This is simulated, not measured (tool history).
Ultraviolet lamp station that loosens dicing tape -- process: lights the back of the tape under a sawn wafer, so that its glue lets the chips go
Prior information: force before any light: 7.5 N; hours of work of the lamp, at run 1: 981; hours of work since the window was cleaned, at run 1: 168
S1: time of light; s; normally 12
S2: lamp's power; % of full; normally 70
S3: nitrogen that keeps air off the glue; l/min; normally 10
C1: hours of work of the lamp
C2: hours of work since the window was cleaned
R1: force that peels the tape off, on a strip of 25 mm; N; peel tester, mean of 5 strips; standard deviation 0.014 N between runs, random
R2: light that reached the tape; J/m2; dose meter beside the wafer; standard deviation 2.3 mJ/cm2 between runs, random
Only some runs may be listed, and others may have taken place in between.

run 1 hour=0.0 | S1=12 S2=70 S3=10 | C1=981 C2=168 | R1=1.137 R2=1740
run 2 hour=43.9 | S1=12 S2=70 S3=4 | C1=1003 C2=190 | R1=1.857 R2=1760
-- hour=66.0 window cleaned of glue's vapour
run 3 hour=103.9 | S1=12 S2=70 S3=4 | C1=1033 C2=19 | R1=1.696 R2=1890
run 4 hour=163.6 | S1=12 S2=70 S3=10 | C1=1062 C2=49 | R1=1.111 R2=1840
run 5 hour=222.2 | S1=12 S2=70 S3=10 | C1=1092 C2=78 | R1=1.161 R2=1800
run 6 hour=254.8 | S1=12 S2=70 S3=5 | C1=1108 C2=94 | R1=1.736 R2=1810
run 7 hour=301.8 | S1=12 S2=70 S3=5 | C1=1132 C2=118 | R1=1.704 R2=1760
run 8 hour=334.7 | S1=8 S2=70 S3=10 | C1=1148 C2=134 | R1=2.177 R2=1150
run 9 hour=396.8 | S1=8 S2=70 S3=10 | C1=1179 C2=166 | R1=2.262 R2=1110
run 10 hour=450.6 | S1=12 S2=70 S3=10 | C1=1206 C2=192 | R1=1.259 R2=1700
-- hour=468.1 window cleaned of glue's vapour
run 11 hour=510.9 | S1=12 S2=70 S3=4 | C1=1236 C2=21 | R1=1.796 R2=1820
run 12 hour=581.6 | S1=12 S2=70 S3=5 | C1=1271 C2=57 | R1=1.701 R2=1740
run 13 hour=619.5 | S1=12 S2=70 S3=10 | C1=1290 C2=76 | R1=1.226 R2=1710
run 14 hour=669.9 | S1=12 S2=70 S3=10 | C1=1315 C2=101 | R1=1.281 R2=1670
run 15 hour=707.9 | S1=12 S2=70 S3=10 | C1=1334 C2=120 | R1=1.329 R2=1680
run 16 hour=743.2 | S1=12 S2=70 S3=10 | C1=1352 C2=138 | R1=1.337 R2=1670
run 17 hour=808.3 | S1=7 S2=70 S3=10 | C1=1385 C2=170 | R1=2.865 R2=960
run 18 hour=866.3 | S1=7 S2=70 S3=10 | C1=1414 C2=199 | R1=2.826 R2=950
-- hour=872.0 window cleaned of glue's vapour
run 19 hour=907.2 | S1=10 S2=70 S3=10 | C1=1434 C2=18 | R1=1.627 R2=1440
run 20 hour=960.2 | S1=10 S2=70 S3=10 | C1=1460 C2=44 | R1=1.782 R2=1400
run 21 hour=1023.2 | S1=12 S2=70 S3=13 | C1=1492 C2=76 | R1=1.166 R2=1640
-- hour=1039.8 lamp changed
run 22 hour=1088.1 | S1=12 S2=70 S3=13 | C1=24 C2=108 | R1=0.626 R2=2190
run 23 hour=1149.7 | S1=11 S2=70 S3=4 | C1=55 C2=138 | R1=1.561 R2=1990
run 24 hour=1189.4 | S1=9 S2=75 S3=10 | C1=75 C2=158 | R1=1.258 R2=1730
run 25 hour=1231.0 | S1=11 S2=89 S3=16 | C1=96 C2=179 | R1=0.427 R2=2430
run 26 hour=1270.5 | S1=8 S2=70 S3=16 | C1=115 C2=199 | R1=1.449 R2=1380
-- hour=1276.7 window cleaned of glue's vapour
run 27 hour=1342.4 | S1=13 S2=75 S3=5 | C1=151 C2=33 | R1=0.849 R2=2560
run 28 hour=1411.4 | S1=13 S2=75 S3=5 | C1=186 C2=67 | R1=0.868 R2=2560
run 29 hour=1467.3 | S1=13 S2=64 S3=10 | C1=214 C2=95 | R1=0.866 R2=2120
run 30 hour=1499.5 | S1=14 S2=65 S3=11 | C1=230 C2=111 | R1=0.645 R2=2370
run 31 hour=1555.7 | S1=6 S2=70 S3=4 | C1=258 C2=140 | R1=3.164 R2=1040
run 32 hour=1628.9 | S1=12 S2=67 S3=5 | C1=294 C2=176 | R1=1.361 R2=1980
run 33 hour=1672.1 | S1=12 S2=67 S3=5 | C1=316 C2=198 | R1=1.470 R2=1970
-- hour=1682.1 window cleaned of glue's vapour
run 34 hour=1721.0 | S1=12 S2=67 S3=5 | C1=340 C2=19 | R1=1.285 R2=2080
run 35 hour=1755.0 | S1=23 S2=75 S3=4 | C1=357 C2=36 | R1=0.278 R2=4450
run 36 hour=1813.2 | S1=23 S2=75 S3=4 | C1=386 C2=66 | R1=0.313 R2=4300
run 37 hour=1863.0 | S1=23 S2=75 S3=4 | C1=411 C2=91 | R1=0.321 R2=4260
run 38 hour=1897.5 | S1=23 S2=75 S3=4 | C1=429 C2=108 | R1=0.323 R2=4240
run 39 hour=1961.4 | S1=23 S2=75 S3=16 | C1=460 C2=140 | R1=0.108 R2=4130
run 40 hour=2018.0 | S1=23 S2=75 S3=16 | C1=489 C2=168 | R1=0.117 R2=4090
-- hour=2085.8 window cleaned of glue's vapour
run 41 hour=2090.7 | S1=23 S2=75 S3=16 | C1=525 C2=2 | R1=0.103 R2=4320
run 42 hour=2143.4 | S1=8 S2=67 S3=12 | C1=551 C2=29 | R1=1.721 R2=1310

Had the tool no unlogged condition, and each run kept its random variation, what would the results have been?
The tool's hidden condition here consists of: lamp's light, % of a new lamp's; light that the window lets through, % of a clean one's; drift of the gauge itself on peel_n, %; drift of the gauge itself on dose_mj_cm2, %.
run=1 R1=0.671 R2=2270
run=2 R1=1.216 R2=2310
run=3 R1=1.195 R2=2350
run=4 R1=0.680 R2=2340
run=5 R1=0.689 R2=2320
run=6 R1=1.113 R2=2350
run=7 R1=1.068 R2=2330
run=8 R1=1.452 R2=1540
run=9 R1=1.477 R2=1520
run=10 R1=0.661 R2=2350
run=11 R1=1.180 R2=2370
run=12 R1=1.054 R2=2330
run=13 R1=0.667 R2=2320
run=14 R1=0.681 R2=2300
run=15 R1=0.693 R2=2330
run=16 R1=0.684 R2=2340
run=17 R1=1.866 R2=1380
run=18 R1=1.806 R2=1390
run=19 R1=0.967 R2=1940
run=20 R1=1.032 R2=1930
run=21 R1=0.569 R2=2320
run=22 R1=0.552 R2=2310
run=23 R1=1.396 R2=2140
run=24 R1=1.081 R2=1880
run=25 R1=0.332 R2=2680
run=26 R1=1.210 R2=1530
run=27 R1=0.776 R2=2670
run=28 R1=0.762 R2=2720
run=29 R1=0.728 R2=2290
run=30 R1=0.524 R2=2580
run=31 R1=2.892 R2=1160
run=32 R1=1.100 R2=2240
run=33 R1=1.162 R2=2260
run=34 R1=1.128 R2=2240
run=35 R1=0.219 R2=4840
run=36 R1=0.239 R2=4770
run=37 R1=0.233 R2=4780
run=38 R1=0.230 R2=4810
run=39 R1=0.082 R2=4770
run=40 R1=0.086 R2=4800
run=41 R1=0.087 R2=4760
run=42 R1=1.450 R2=1470
